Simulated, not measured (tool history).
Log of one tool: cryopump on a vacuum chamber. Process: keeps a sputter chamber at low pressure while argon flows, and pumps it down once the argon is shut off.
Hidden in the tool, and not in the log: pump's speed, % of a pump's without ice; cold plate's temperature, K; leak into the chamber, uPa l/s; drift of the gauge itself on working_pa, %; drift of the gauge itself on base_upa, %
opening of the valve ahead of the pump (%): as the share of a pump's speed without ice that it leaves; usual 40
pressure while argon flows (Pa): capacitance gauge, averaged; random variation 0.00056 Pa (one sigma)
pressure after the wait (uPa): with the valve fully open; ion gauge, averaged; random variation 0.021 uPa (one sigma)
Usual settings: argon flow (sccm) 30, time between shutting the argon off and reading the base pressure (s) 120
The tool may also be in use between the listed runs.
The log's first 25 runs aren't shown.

run,hour,argon flow (sccm),time between shutting the argon off and reading the base pressure (s),opening of the valve ahead of the pump (%),hours of work since the pump was warmed up and emptied,hours of work since the cold head was overhauled,hours of work since the chamber's fittings were tightened,pressure while argon flows (Pa),pressure after the wait (uPa)
26,310,46,48,40,189,189,2123,0.0974,2.82
27,322.3,30,48,40,196,196,2130,0.0624,2.81
28,337.5,30,48,40,204,204,2138,0.0633,2.79
29,354.3,18,63,20,214,214,2148,0.075,2.65
30,368.9,38,168,20,222,222,2156,0.1576,2.33
31,375.8,46,156,32,226,226,2160,0.1196,2.35
32,384.8,16,120,40,231,231,2165,0.0337,2.49
33,392.3,42,235,21,235,235,2169,0.1653,2.33

3 ways to go on from here, each from the tool as it stands after run 33. What would each give?
A,402.2,20,235,21,241,241,2175,?,?
B,402.2,27,172,32,241,241,2175,?,?
C,402.2,20,29,19,241,241,2175,?,?

run,pressure while argon flows (Pa),pressure after the wait (uPa)
A,0.0794,2.35
B,0.0702,2.41
C,0.0873,3.23
Without the tool's hidden state the same runs would have given:
run,pressure while argon flows (Pa),pressure after the wait (uPa)
A,0.0781,0.29
B,0.0684,0.32
C,0.0859,1.22
